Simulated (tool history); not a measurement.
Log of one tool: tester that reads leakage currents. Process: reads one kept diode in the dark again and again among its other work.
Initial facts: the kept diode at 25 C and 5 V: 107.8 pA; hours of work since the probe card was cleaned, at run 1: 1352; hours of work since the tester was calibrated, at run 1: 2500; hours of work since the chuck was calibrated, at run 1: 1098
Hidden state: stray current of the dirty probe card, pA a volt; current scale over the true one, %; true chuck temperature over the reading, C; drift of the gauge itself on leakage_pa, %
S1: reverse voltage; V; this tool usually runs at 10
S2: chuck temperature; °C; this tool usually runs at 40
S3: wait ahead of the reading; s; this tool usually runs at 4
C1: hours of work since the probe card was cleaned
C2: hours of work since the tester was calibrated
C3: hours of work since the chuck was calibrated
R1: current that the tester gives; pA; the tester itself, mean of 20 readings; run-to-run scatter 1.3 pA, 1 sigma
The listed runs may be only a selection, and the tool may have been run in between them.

run,hour,S1,S2,S3,C1,C2,C3,R1
1,0,10,40,4,1352,2500,1098,424.05
2,42.2,10,40,4,1381,2529,1127,425.91
3,122.5,10,40,4,1438,2586,1184,423.74
4,170.3,6.6,40,4,1471,2619,1217,367.54
5,231.1,10,40,4,1514,2662,1260,422.55
6,283.6,10,40,4,1551,2699,1297,424
7,351.7,10,59,4,1599,2747,1345,1567.97
8,392.4,10,40,4,1627,2775,1373,422.85
9,476.3,10,37,4,1686,2834,1432,341.31
# hour 492: probe card cleaned and baked
10,523,18.3,40,4,22,2865,1463,506.28
11,596.9,10,40,4,74,2917,1515,413.06
12,637.5,14.7,35,7.91,102,2945,1543,321.39
13,724.5,1.3,40,3.62,163,3006,1604,211.42
14,773.4,19.6,45,2.38,198,3041,1639,742.65

What does the tool deliver on the next run?
15,813.7,19.6,45,2.38,226,3069,1667,?

R1: 746.1 pA
Take away the tool's hidden state, keep the run-to-run variation as it was, and the same run would have given R1 781.88 pA.

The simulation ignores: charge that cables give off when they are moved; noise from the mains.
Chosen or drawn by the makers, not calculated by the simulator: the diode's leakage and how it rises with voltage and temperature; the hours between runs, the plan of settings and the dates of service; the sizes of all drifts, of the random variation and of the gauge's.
